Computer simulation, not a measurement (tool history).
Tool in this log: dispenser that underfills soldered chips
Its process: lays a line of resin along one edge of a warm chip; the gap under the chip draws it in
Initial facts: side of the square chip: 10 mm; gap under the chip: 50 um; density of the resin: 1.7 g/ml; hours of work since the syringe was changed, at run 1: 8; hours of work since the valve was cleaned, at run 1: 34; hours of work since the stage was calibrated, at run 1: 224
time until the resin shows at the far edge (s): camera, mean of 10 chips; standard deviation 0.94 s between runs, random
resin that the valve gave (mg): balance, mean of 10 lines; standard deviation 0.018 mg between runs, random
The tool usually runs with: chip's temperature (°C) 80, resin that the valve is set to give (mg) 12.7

run   hour  chip's temperature (°C)  resin that the valve is set to give (mg)  hours of work since the syringe was changed  hours of work since the valve was cleaned  hours of work since the stage was calibrated  time until the resin shows at the far edge (s)  resin that the valve gave (mg)
  1    0.0                       80                                      12.7                                            8                                         34                                           224                                           166.7                           12.48
       2.0  -- new syringe of resin
  2    8.6                       80                                      15.9                                            5                                         40                                           230                                           124.7                           15.52
      13.9  -- dispensing valve cleaned and set on the balance
  3   15.0                       80                                      15.9                                            9                                          1                                           235                                           178.8                           15.93
      16.4  -- new syringe of resin
  4   26.5                       80                                      15.9                                            8                                          9                                           243                                           159.6                           15.83
      29.1  -- new syringe of resin
  5   37.9                       78                                      12.7                                            7                                         18                                           252                                           155.8                           12.61
      42.0  -- new syringe of resin
  6   45.9                       80                                      12.9                                            3                                         24                                           257                                           108.6                           12.72
  7   52.6                       80                                      12.9                                            8                                         29                                           263                                           163.5                           12.70
      55.2  -- new syringe of resin
  8   62.4                       80                                      12.9                                            5                                         36                                           270                                           134.5                           12.60
      68.0  -- new syringe of resin
  9   71.3                       80                                      12.9                                            3                                         43                                           276                                           103.5                           12.58
      73.6  -- dispensing valve cleaned and set on the balance
 10   80.3                       80                                      13.7                                            9                                          5                                           283                                           170.9                           13.66
      82.2  -- new syringe of resin
 11   89.9                       80                                      13.7                                            6                                         12                                           290                                           136.1                           13.58
      95.1  -- new syringe of resin
 12   97.4                       94                                      12.4                                            2                                         18                                           295                                            55.0                           12.27
     107.9  -- new syringe of resin
 13  109.8                       67                                      14.8                                            1                                         27                                           304                                           160.6                           14.58
 14  115.1                       67                                      14.8                                            5                                         31                                           308                                           222.2                           14.54
     120.9  -- new syringe of resin
 15  126.5                       68                                      13.8                                            4                                         39                                           317                                           192.1                           13.51
     133.1  -- dispensing valve cleaned and set on the balance
 16  133.3                       92                                      15.4                                            9                                          0                                           321                                           100.8                           15.39

5 ways to go on from here, each from the tool as it stands after run 16. What would each give?
     134.9  -- new syringe of resin
  A  143.9                       66                                      12.7                                            7                                          8                                           329                                               ?                               ?
     134.9  -- new syringe of resin
  B  143.9                       82                                      13.9                                            7                                          8                                           329                                               ?                               ?
     134.9  -- new syringe of resin
  C  143.9                       87                                      12.7                                            7                                          8                                           329                                               ?                               ?
     134.9  -- new syringe of resin
  D  143.9                       95                                      16.2                                            7                                          8                                           329                                               ?                               ?
     134.9  -- new syringe of resin
  E  143.9                       88                                      16.4                                            7                                          8                                           329                                               ?                               ?

run  time until the resin shows at the far edge (s)  resin that the valve gave (mg)
  A                                           274.5                           12.62
  B                                           133.0                           13.79
  C                                           110.6                           12.60
  D                                            80.2                           16.13
  E                                           104.8                           16.34
With no hidden state in the tool, these same runs would have given:
run  time until the resin shows at the far edge (s)  resin that the valve gave (mg)
  A                                           166.9                           12.69
  B                                            80.0                           13.87
  C                                            66.5                           12.67
  D                                            48.1                           16.21
  E                                            63.0                           16.43
